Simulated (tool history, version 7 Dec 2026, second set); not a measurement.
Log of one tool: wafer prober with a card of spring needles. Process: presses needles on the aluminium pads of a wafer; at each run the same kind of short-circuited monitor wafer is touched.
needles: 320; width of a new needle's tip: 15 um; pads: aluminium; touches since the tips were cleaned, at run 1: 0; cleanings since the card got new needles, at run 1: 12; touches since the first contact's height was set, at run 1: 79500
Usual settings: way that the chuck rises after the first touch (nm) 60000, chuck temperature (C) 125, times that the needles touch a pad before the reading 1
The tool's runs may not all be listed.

| run | hour | way that the chuck rises after the first touch (nm) | chuck temperature (C) | times that the needles touch a pad before the reading | touches since the tips were cleaned | cleanings since the card got new needles | touches since the first contact's height was set | resistance of one needle with its contact and lead (mohm) | way that a needle slides on the pad (nm) |
|---|---|---|---|---|---|---|---|---|---|
| 1 | 0 | 60000 | 125 | 1 | 0 | 12 | 79500 | 299 | 14540 |
| 2 | 9 | 60000 | 125 | 1 | 2503 | 12 | 82003 | 338 | 14540 |
|  | 16.1 | height of the first contact set anew |
| 3 | 18.3 | 60000 | 125 | 1 | 4992 | 12 | 618 | 350 | 14850 |
|  | 21.3 | tips cleaned on abrasive film |
| 4 | 25.4 | 60000 | 125 | 1 | 1141 | 13 | 2554 | 326 | 14810 |
| 5 | 33.2 | 60000 | 94 | 1 | 3306 | 13 | 4719 | 342 | 14890 |
| 6 | 39.5 | 46000 | 125 | 1 | 5059 | 13 | 6472 | 384 | 11370 |
|  | 41.9 | tips cleaned on abrasive film |
| 7 | 45.7 | 46000 | 125 | 1 | 1044 | 14 | 8158 | 337 | 11380 |
| 8 | 51.8 | 60000 | 125 | 2 | 2762 | 14 | 9876 | 320 | 14820 |
| 9 | 60.5 | 60000 | 125 | 1 | 5176 | 14 | 12290 | 347 | 14870 |
|  | 62.6 | tips cleaned on abrasive film |
| 10 | 68 | 60000 | 125 | 1 | 1497 | 15 | 14320 | 329 | 14840 |
| 11 | 73.8 | 60000 | 125 | 1 | 3129 | 15 | 15952 | 345 | 14770 |
| 12 | 80.4 | 60000 | 125 | 1 | 4955 | 15 | 17778 | 353 | 14840 |
|  | 83.5 | tips cleaned on abrasive film |
| 13 | 84.8 | 60000 | 125 | 1 | 371 | 16 | 18972 | 309 | 14710 |
| 14 | 91.7 | 60000 | 125 | 1 | 2284 | 16 | 20885 | 334 | 14750 |
| 15 | 99.6 | 60000 | 125 | 1 | 4473 | 16 | 23074 | 349 | 14770 |
|  | 104.5 | tips cleaned on abrasive film |
| 16 | 108.8 | 62000 | 125 | 1 | 1196 | 17 | 25589 | 320 | 15200 |
| 17 | 115.5 | 60000 | 77 | 1 | 3062 | 17 | 27455 | 335 | 14700 |
| 18 | 124.5 | 48000 | 125 | 1 | 5571 | 17 | 29964 | 375 | 11780 |
|  | 125.3 | tips cleaned on abrasive film |
| 19 | 131.6 | 44000 | 125 | 3 | 1760 | 18 | 31898 | 316 | 10720 |
| 20 | 139.9 | 70000 | 29 | 1 | 4057 | 18 | 34195 | 311 | 17210 |
|  | 146 | tips cleaned on abrasive film |
| 21 | 148.6 | 70000 | 29 | 1 | 709 | 19 | 36577 | 283 | 17120 |
| 22 | 152.6 | 56000 | 58 | 1 | 1819 | 19 | 37687 | 324 | 13720 |
| 23 | 156.6 | 56000 | 58 | 1 | 2945 | 19 | 38813 | 335 | 13720 |
| 24 | 160.5 | 73000 | 125 | 1 | 4034 | 19 | 39902 | 333 | 17920 |
|  | 167 | tips cleaned on abrasive film |
| 25 | 167.8 | 64000 | 61 | 2 | 200 | 20 | 41878 | 280 | 15610 |
| 26 | 171.4 | 48000 | 29 | 3 | 1217 | 20 | 42895 | 285 | 11700 |
| 27 | 179.5 | 60000 | 61 | 1 | 3453 | 20 | 45131 | 329 | 14690 |
| 28 | 185.3 | 60000 | 32 | 1 | 5058 | 20 | 46736 | 331 | 14620 |
|  | 188.1 | tips cleaned on abrasive film |
| 29 | 194.1 | 60000 | 125 | 2 | 1678 | 21 | 49168 | 316 | 14630 |
| 30 | 199.1 | 60000 | 125 | 2 | 3058 | 21 | 50548 | 323 | 14650 |
| 31 | 203.6 | 60000 | 125 | 2 | 4299 | 21 | 51789 | 325 | 14540 |
|  | 209.1 | tips cleaned on abrasive film |
| 32 | 210.7 | 60000 | 125 | 2 | 442 | 22 | 53743 | 302 | 14560 |
| 33 | 215.3 | 78000 | 25 | 1 | 1716 | 22 | 55017 | 292 | 19060 |
| 34 | 221.5 | 66000 | 64 | 1 | 3443 | 22 | 56744 | 324 | 16090 |
| 35 | 225.6 | 45000 | 48 | 1 | 4557 | 22 | 57858 | 383 | 10930 |

Forecast each of these 3 alternatives for the next run:
|  | 229.7 | tips cleaned on abrasive film |
| A | 233 | 56000 | 48 | 1 | 903 | 23 | 59891 | ? | ? |
|  | 229.7 | tips cleaned on abrasive film |
| B | 233 | 45000 | 48 | 2 | 903 | 23 | 59891 | ? | ? |
|  | 229.7 | tips cleaned on abrasive film |
| C | 233 | 75000 | 69 | 2 | 903 | 23 | 59891 | ? | ? |

| run | resistance of one needle with its contact and lead (mohm) | way that a needle slides on the pad (nm) |
|---|---|---|
| A | 308 | 13580 |
| B | 304 | 10800 |
| C | 286 | 18240 |
Without the tool's hidden state the same runs would have given:
| run | resistance of one needle with its contact and lead (mohm) | way that a needle slides on the pad (nm) |
|---|---|---|
| A | 267 | 13880 |
| B | 268 | 11100 |
| C | 271 | 18540 |
